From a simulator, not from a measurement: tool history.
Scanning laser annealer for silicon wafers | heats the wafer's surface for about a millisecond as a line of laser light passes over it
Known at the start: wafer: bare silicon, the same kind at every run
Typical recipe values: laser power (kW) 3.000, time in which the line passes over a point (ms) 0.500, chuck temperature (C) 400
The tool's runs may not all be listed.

| run | hour | laser power (kW) | time in which the line passes over a point (ms) | chuck temperature (C) | highest temperature of the surface (C) |
|---|---|---|---|---|---|
| 1 | 0.0 | 3.000 | 0.500 | 400 | 1121 |
| 2 | 58.2 | 3.000 | 0.500 | 368 | 1087 |
| 3 | 96.0 | 3.000 | 0.471 | 368 | 1066 |
| 4 | 145.9 | 3.000 | 0.471 | 368 | 1062 |
| 5 | 181.4 | 3.000 | 0.500 | 430 | 1139 |
| 6 | 213.6 | 3.000 | 0.500 | 400 | 1110 |
| 7 | 274.5 | 3.000 | 0.500 | 400 | 1104 |

For run 8, what comes out?
| 8 | 313.5 | 3.000 | 0.500 | 400 | ? |

Run 8 measured highest temperature of the surface (C) 1097.
Take away the tool's hidden state, keep the run-to-run variation as it was, and the same run would have given highest temperature of the surface (C) 1165.
